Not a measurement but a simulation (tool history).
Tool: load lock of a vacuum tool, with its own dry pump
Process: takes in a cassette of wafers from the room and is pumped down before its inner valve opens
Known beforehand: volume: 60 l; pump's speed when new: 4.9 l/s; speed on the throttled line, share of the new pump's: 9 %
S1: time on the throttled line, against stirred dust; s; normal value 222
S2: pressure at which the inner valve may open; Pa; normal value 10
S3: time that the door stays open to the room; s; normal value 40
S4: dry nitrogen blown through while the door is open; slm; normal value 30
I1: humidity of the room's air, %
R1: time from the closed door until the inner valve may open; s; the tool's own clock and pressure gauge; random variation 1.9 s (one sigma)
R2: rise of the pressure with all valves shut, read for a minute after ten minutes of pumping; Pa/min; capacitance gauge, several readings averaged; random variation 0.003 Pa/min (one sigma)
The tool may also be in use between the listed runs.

{"run": 1, "hour": 0.0, "S1": 222, "S2": 10, "S3": 40, "S4": 30, "I1": 43.8, "R1": 315.5, "R2": 0.16}
{"run": 2, "hour": 288.9, "S1": 222, "S2": 10, "S3": 40, "S4": 30, "I1": 45.4, "R1": 317.3, "R2": 0.164}
{"run": 3, "hour": 536.4, "S1": 222, "S2": 9, "S3": 40, "S4": 30, "I1": 45.9, "R1": 319.5, "R2": 0.167}
{"run": 4, "hour": 1045.7, "S1": 222, "S2": 9, "S3": 40, "S4": 30, "I1": 45.3, "R1": 322.5, "R2": 0.183}
{"run": 5, "hour": 1420.6, "S1": 222, "S2": 9, "S3": 40, "S4": 30, "I1": 45.8, "R1": 318.3, "R2": 0.195}
{"run": 6, "hour": 1804.9, "S1": 222, "S2": 9, "S3": 108, "S4": 30, "I1": 45.4, "R1": 318, "R2": 0.208}
{"run": 7, "hour": 2073.2, "S1": 222, "S2": 9, "S3": 108, "S4": 30, "I1": 46.8, "R1": 320.7, "R2": 0.224}
{"run": 8, "hour": 2514.4, "S1": 222, "S2": 9, "S3": 108, "S4": 30, "I1": 44.9, "R1": 318.1, "R2": 0.234}
{"run": 9, "hour": 2922.0, "S1": 222, "S2": 9, "S3": 43, "S4": 30, "I1": 43.9, "R1": 321.7, "R2": 0.232}
{"run": 10, "hour": 3164.2, "S1": 381, "S2": 10, "S3": 43, "S4": 7, "I1": 46.3, "R1": 464.2, "R2": 0.265}
{"run": 11, "hour": 3486.8, "S1": 222, "S2": 10, "S3": 40, "S4": 19, "I1": 44.8, "R1": 317.9, "R2": 0.253}
{"run": 12, "hour": 3780.3, "S1": 313, "S2": 11, "S3": 40, "S4": 19, "I1": 47.1, "R1": 404.3, "R2": 0.261}
{"run": 13, "hour": 4058.1, "S1": 318, "S2": 12, "S3": 71, "S4": 9, "I1": 48.6, "R1": 403.9, "R2": 0.287}

Some steps in R1 between neighbouring runs. How much of each would the tool show without its hidden state too (settings, what came in, random variation), and how much is left for the hidden state, with any gauge scatter that isn't in both results?
Unlogged tool condition in this case: pump's speed, % of a new pump's; leak at the door's seal, Pa l/s; drift of the gauge itself on ready_s, %; drift of the gauge itself on rise_pa_min, %.
Run 8 -> 9: S3 108 -> 43. R1 +3.6 s: hidden state +0.6, all else +3.
Run 10 -> 11: S1 381 -> 222, S3 43 -> 40, S4 7 -> 19. R1 -146.3 s: hidden state +0.6, all else -146.9.
